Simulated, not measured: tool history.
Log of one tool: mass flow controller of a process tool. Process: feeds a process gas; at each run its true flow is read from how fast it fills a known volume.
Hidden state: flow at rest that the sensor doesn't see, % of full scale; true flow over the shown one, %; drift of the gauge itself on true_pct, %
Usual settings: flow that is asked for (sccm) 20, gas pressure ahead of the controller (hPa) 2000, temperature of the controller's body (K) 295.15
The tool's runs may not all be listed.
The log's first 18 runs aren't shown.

| run | hour | flow that is asked for (sccm) | gas pressure ahead of the controller (hPa) | temperature of the controller's body (K) | hours of work since the controller was set to zero | hours of work since the controller was changed | true flow (%) |
|---|---|---|---|---|---|---|---|
| 19 | 2004.2 | 20 | 2000 | 295.15 | 4983 | 4983 | 94.58 |
| 20 | 2104.7 | 20 | 2000 | 303.15 | 5050 | 5050 | 95.24 |
| 21 | 2262.9 | 20 | 2000 | 295.15 | 5154 | 5154 | 94.46 |
| 22 | 2410.2 | 20 | 2000 | 295.15 | 5252 | 5252 | 94.36 |
| 23 | 2488.8 | 20 | 2000 | 295.15 | 5304 | 5304 | 94.29 |
| 24 | 2572.9 | 20 | 2000 | 295.15 | 5360 | 5360 | 94.30 |
| 25 | 2682.8 | 20 | 2000 | 295.15 | 5433 | 5433 | 94.04 |
| 26 | 2763.0 | 37 | 1410 | 295.15 | 5486 | 5486 | 96.34 |
| 27 | 2849.9 | 19 | 2000 | 305.15 | 5543 | 5543 | 94.89 |
| 28 | 2953.1 | 19 | 2000 | 305.15 | 5612 | 5612 | 94.90 |
| 29 | 3040.0 | 19 | 2010 | 305.15 | 5669 | 5669 | 94.84 |
| 30 | 3161.5 | 19 | 2010 | 305.15 | 5750 | 5750 | 94.79 |
| 31 | 3294.5 | 20 | 1400 | 295.15 | 5838 | 5838 | 94.20 |
| 32 | 3399.0 | 20 | 1510 | 307.15 | 5908 | 5908 | 95.00 |
| 33 | 3494.7 | 20 | 1510 | 307.15 | 5971 | 5971 | 95.04 |
| 34 | 3594.8 | 10 | 1550 | 295.15 | 6037 | 6037 | 91.18 |
| 35 | 3691.0 | 41 | 2000 | 295.15 | 6101 | 6101 | 96.12 |
| 36 | 3851.0 | 5 | 2140 | 305.15 | 6207 | 6207 | 87.01 |
| 37 | 3953.0 | 5 | 2540 | 305.15 | 6275 | 6275 | 86.78 |
| 38 | 4101.9 | 7 | 2000 | 295.15 | 6373 | 6373 | 88.50 |
| 39 | 4258.9 | 25 | 1730 | 296.15 | 6477 | 6477 | 94.40 |
| 40 | 4399.6 | 17 | 2000 | 295.15 | 6571 | 6571 | 92.96 |

Forecast run 41:
| 41 | 4537.4 | 17 | 2790 | 303.15 | 6662 | 6662 | ? |

Run 41 gave true flow (%) 93.20.
Without the tool's hidden state the same run would have given true flow (%) 98.20.

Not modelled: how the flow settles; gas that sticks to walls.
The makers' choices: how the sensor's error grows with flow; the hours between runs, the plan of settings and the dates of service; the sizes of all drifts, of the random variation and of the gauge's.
